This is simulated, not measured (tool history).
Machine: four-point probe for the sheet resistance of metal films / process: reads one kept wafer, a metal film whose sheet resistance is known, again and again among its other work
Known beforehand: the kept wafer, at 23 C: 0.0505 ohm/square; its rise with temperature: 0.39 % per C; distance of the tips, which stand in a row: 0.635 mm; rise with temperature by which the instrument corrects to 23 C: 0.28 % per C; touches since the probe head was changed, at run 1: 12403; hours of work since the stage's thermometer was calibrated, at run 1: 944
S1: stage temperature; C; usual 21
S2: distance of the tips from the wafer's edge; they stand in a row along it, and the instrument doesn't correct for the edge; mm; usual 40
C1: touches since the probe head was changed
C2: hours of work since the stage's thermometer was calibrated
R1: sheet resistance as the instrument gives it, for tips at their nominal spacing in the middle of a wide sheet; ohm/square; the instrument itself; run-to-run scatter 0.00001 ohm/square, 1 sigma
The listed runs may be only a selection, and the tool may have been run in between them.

run 1 hour=0 | S1=21 S2=40 | C1=12403 C2=944 | R1=0.050333
run 2 hour=27 | S1=21 S2=32 | C1=12885 C2=956 | R1=0.050358
run 3 hour=43.6 | S1=21 S2=32 | C1=13184 C2=964 | R1=0.050367
run 4 hour=60.5 | S1=21 S2=32 | C1=13486 C2=971 | R1=0.05037
run 5 hour=84.8 | S1=21 S2=32 | C1=13920 C2=982 | R1=0.050363
run 6 hour=103.9 | S1=21 S2=32 | C1=14260 C2=991 | R1=0.050371
run 7 hour=118 | S1=21 S2=32 | C1=14514 C2=998 | R1=0.050373
run 8 hour=136 | S1=32 S2=40 | C1=14834 C2=1006 | R1=0.050959
run 9 hour=160.2 | S1=32 S2=40 | C1=15268 C2=1017 | R1=0.050947
run 10 hour=188.2 | S1=24 S2=40 | C1=15768 C2=1029 | R1=0.050539
run 11 hour=214.3 | S1=24 S2=40 | C1=16234 C2=1041 | R1=0.050548
run 12 hour=229.6 | S1=20 S2=47 | C1=16508 C2=1048 | R1=0.05033
run 13 hour=257.4 | S1=18 S2=11 | C1=17006 C2=1061 | R1=0.050286
run 14 hour=282.4 | S1=23 S2=6 | C1=17452 C2=1072 | R1=0.050775
run 15 hour=311.6 | S1=28 S2=10 | C1=17974 C2=1086 | R1=0.050852
run 16 hour=331.4 | S1=28 S2=6 | C1=18329 C2=1095 | R1=0.051044
run 17 hour=356 | S1=20 S2=47 | C1=18768 C2=1106 | R1=0.050328
run 18 hour=381.9 | S1=27 S2=24 | C1=19232 C2=1117 | R1=0.050733
run 19 hour=401.3 | S1=25 S2=20 | C1=19579 C2=1126 | R1=0.05063
run 20 hour=414.2 | S1=21 S2=40 | C1=19809 C2=1132 | R1=0.050389
run 21 hour=435.7 | S1=28 S2=40 | C1=20193 C2=1142 | R1=0.050763

Had the tool no unlogged condition, and each run kept its random variation, what would the results have been?
Hidden state present: inner tips' distance over the nominal, %; tips' flats over new ones', %; wafer's true temperature over the reading, C; drift of the gauge itself on sheet_ohm, %.
run=1 R1=0.05038
run=2 R1=0.050402
run=3 R1=0.05041
run=4 R1=0.050411
run=5 R1=0.050402
run=6 R1=0.050408
run=7 R1=0.050408
run=8 R1=0.050991
run=9 R1=0.050977
run=10 R1=0.050568
run=11 R1=0.050575
run=12 R1=0.050357
run=13 R1=0.050311
run=14 R1=0.050797
run=15 R1=0.05087
run=16 R1=0.05106
run=17 R1=0.050344
run=18 R1=0.050745
run=19 R1=0.050641
run=20 R1=0.0504
run=21 R1=0.05077
